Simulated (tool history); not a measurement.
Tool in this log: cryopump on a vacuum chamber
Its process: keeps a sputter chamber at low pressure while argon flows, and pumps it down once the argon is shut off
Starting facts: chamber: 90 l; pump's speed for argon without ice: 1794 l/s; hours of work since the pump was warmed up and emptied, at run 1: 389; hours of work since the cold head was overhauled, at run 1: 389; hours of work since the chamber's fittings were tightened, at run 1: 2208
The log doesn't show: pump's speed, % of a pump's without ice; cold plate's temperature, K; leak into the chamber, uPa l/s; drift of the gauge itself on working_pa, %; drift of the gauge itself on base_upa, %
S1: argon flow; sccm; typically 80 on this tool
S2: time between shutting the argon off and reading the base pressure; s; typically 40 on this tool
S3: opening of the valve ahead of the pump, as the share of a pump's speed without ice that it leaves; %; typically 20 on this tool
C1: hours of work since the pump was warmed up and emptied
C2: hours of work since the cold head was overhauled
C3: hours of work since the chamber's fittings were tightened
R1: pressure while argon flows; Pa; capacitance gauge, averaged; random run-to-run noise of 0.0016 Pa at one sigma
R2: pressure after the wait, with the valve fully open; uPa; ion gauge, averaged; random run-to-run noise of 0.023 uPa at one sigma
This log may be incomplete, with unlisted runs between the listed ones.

run   hour  S1   S2  S3   C1   C2    C3      R1    R2
  1    0.0  80   40  20  389  389  2208  0.3900  0.97
  2   17.4  80   40  20  404  404  2223  0.3907  1.03
  3   35.7  80   40  20  419  419  2238  0.3878  0.93
  4   55.8  83   40  20  436  436  2255  0.4058  1.00
  5   68.0  83   40  20  446  446  2265  0.4032  0.99
  6   82.9  80   40  36  458  458  2278  0.2248  0.98
  7   96.8  80   40  36  470  470  2289  0.2248  0.97
  8  117.2  43   40  36  487  487  2307  0.1194  0.97
  9  136.1  80   40  20  503  503  2322  0.3897  1.03
 10  153.2  80   40  20  517  517  2337  0.3945  1.04
 11  163.7  80   40  20  526  526  2345  0.3933  0.99
 12  172.6  56  107  40  533  533  2353  0.1443  0.65
 13  193.0  61  108  19  551  551  2370  0.3127  0.63
 14  204.1  80  196  20  560  560  2379  0.3946  0.51
 15  215.6  80  196  26  569  569  2389  0.3059  0.48
 16  228.3  40   51  20  580  580  2399  0.1963  0.91
 17  240.0  40   50  42  590  590  2409  0.0988  0.89
 18  253.5  80   40  44  601  601  2421  0.1908  1.00
 19  261.8  76   26  48  608  608  2427  0.1670  1.36
 20  274.1  76   75  48  618  618  2438  0.1694  0.70
 21  289.2  52   26  41  631  631  2450  0.1319  1.37

Below are 5 alternative next runs, each starting from the tool's condition after run 21. Predict each:
  A  309.6   44  261  51  648  648  2467   ?   ?
  B  309.6   52  150  41  648  648  2467   ?   ?
  C  309.6   45   57  23  648  648  2467   ?   ?
  D  309.6   43   63  33  648  648  2467   ?   ?
  E  309.6  135   30  20  648  648  2467   ?   ?

run      R1    R2
  A  0.0926  0.50
  B  0.1333  0.56
  C  0.1950  0.83
  D  0.1327  0.84
  E  0.6665  1.21
With the hidden condition removed and each run's random variation left untouched, the same runs would have given:
run      R1    R2
  A  0.0813  0.25
  B  0.1200  0.31
  C  0.1835  0.58
  D  0.1217  0.60
  E  0.6321  0.96
